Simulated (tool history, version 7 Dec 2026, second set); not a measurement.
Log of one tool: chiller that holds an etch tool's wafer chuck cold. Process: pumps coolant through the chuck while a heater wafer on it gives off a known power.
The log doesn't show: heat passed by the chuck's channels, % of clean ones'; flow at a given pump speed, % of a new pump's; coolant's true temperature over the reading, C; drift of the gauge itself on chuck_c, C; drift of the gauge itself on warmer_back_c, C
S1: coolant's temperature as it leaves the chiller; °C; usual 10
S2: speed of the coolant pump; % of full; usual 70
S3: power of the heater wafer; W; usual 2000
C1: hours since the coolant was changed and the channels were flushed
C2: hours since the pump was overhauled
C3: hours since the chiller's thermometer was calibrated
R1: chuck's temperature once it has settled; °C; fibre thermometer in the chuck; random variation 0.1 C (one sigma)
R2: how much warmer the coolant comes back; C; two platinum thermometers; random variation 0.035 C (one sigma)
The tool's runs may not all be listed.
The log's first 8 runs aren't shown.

run,hour,S1,S2,S3,C1,C2,C3,R1,R2
9,424.2,10,70,1365,2512,3533,1852,30.8,4.68
10,499.8,10,90,2000,2588,3609,1927,36.5,5.17
11,537.5,10,76,2000,2625,3647,1965,39.2,6.30
12,579.6,10,85,2000,2668,3689,2007,37.6,5.51
13,657.3,10,76,2000,2745,3766,2085,39.5,6.32
14,728.5,10,70,2000,2816,3838,2156,40.8,6.91
15,807.2,10,69,2000,2895,3916,2235,41.4,7.07
16,874.4,10,69,2000,2962,3983,2302,41.4,7.11
17,951.0,0,69,2000,3039,4060,2379,31.7,7.09
18,998.1,10,92,2000,3086,4107,2426,37.0,5.07
19,1066.8,5,70,1977,3155,4176,2494,36.2,6.90
20,1140.3,17,88,2729,3228,4249,2568,54.9,7.27
21,1200.6,13,72,1311,3289,4310,2628,33.7,4.44
22,1279.3,1,96,2293,3367,4388,2707,31.6,5.65
23,1327.5,6,96,2293,3415,4436,2755,36.8,5.59
24,1387.8,10,93,2027,3476,4497,2815,37.9,5.20
25,1422.6,7,70,1071,3511,4532,2850,24.5,3.80
26,1471.4,7,95,1435,3559,4580,2899,26.7,3.55
27,1541.8,7,95,1435,3630,4651,2969,26.8,3.60
28,1578.0,7,94,1320,3666,4687,3006,25.3,3.32
29,1651.5,15,70,2000,3739,4761,3079,47.7,7.10
30,1706.4,15,70,2000,3794,4815,3134,47.7,7.17
31,1748.3,10,89,1852,3836,4857,3176,36.7,5.00
32,1808.3,10,89,1852,3896,4917,3236,36.7,5.07

Forecast each of these 3 alternatives for the next run:
A,1880.0,10,62,2275,3968,4989,3308,?,?
B,1880.0,10,61,2000,3968,4989,3308,?,?
C,1880.0,18,92,2000,3968,4989,3308,?,?

run,R1,R2
A,50.2,9.42
B,45.8,8.50
C,46.4,5.27
Without the tool's hidden state the same runs would have given:
run,R1,R2
A,42.0,8.09
B,38.4,7.31
C,40.4,4.53

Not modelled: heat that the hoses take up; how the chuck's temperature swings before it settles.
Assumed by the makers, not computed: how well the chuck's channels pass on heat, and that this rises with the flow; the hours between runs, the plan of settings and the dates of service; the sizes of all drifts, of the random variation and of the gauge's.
